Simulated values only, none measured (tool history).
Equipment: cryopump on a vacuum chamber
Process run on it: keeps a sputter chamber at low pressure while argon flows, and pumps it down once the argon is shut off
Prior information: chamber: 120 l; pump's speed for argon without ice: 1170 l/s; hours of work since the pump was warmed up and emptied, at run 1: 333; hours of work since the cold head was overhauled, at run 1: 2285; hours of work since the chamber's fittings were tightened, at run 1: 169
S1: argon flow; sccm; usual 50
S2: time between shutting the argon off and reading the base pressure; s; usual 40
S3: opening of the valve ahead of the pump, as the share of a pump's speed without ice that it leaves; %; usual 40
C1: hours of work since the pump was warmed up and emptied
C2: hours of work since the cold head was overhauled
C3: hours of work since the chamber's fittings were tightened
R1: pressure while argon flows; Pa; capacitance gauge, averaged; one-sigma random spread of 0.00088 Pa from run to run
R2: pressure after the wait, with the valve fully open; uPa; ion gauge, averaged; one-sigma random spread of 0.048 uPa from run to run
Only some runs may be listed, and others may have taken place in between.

run,hour,S1,S2,S3,C1,C2,C3,R1,R2
1,0,50,40,40,333,2285,169,0.1882,3
2,49.9,50,40,40,369,2321,205,0.1887,2.96
3,108.4,50,40,40,411,2362,247,0.1882,3
4,158.9,50,40,40,447,2399,283,0.1901,3.18
5,218.1,50,40,40,489,2441,325,0.1914,3.07
6,280.8,50,40,40,534,2486,370,0.1904,3.09
7,399,50,99,40,618,2570,455,0.1935,1.59
8,474,50,137,40,672,2624,508,0.1961,1.35
9,525,50,40,40,709,2660,545,0.1933,3.27
10,617.6,50,40,22,775,2727,611,0.347,3.41
11,712,28,120,30,842,2794,678,0.1439,1.6
12,806.7,28,120,30,910,2862,746,0.146,1.66
# hour 846.3: pump warmed up, emptied and cooled again
13,866.9,52,219,29,15,2901,786,0.2616,1.12
14,944.4,40,125,48,70,2957,841,0.1244,1.5
15,1016.4,98,47,40,122,3008,893,0.3612,2.93
16,1082.2,98,47,40,169,3055,940,0.3626,3.03
17,1151.8,98,47,40,218,3105,989,0.3656,3.05
18,1250.8,73,98,24,289,3176,1060,0.4477,1.89
19,1311.9,47,290,40,333,3219,1104,0.1773,1.21

Consider 4 possible next runs. They are alternatives, not a sequence: every one starts from the tool as it was left by run 19. What does each give?
A,1383.4,52,40,43,384,3271,1155,?,?
B,1383.4,47,58,33,384,3271,1155,?,?
C,1383.4,50,43,40,384,3271,1155,?,?
D,1383.4,31,40,40,384,3271,1155,?,?

run,R1,R2
A,0.1848,3.54
B,0.2129,2.67
C,0.1886,3.22
D,0.1185,3.38
The same runs, with their run-to-run variation unchanged, on a tool lacking any hidden condition would have given:
run,R1,R2
A,0.1755,2.9
B,0.2046,2.04
C,0.1797,2.61
D,0.113,2.77
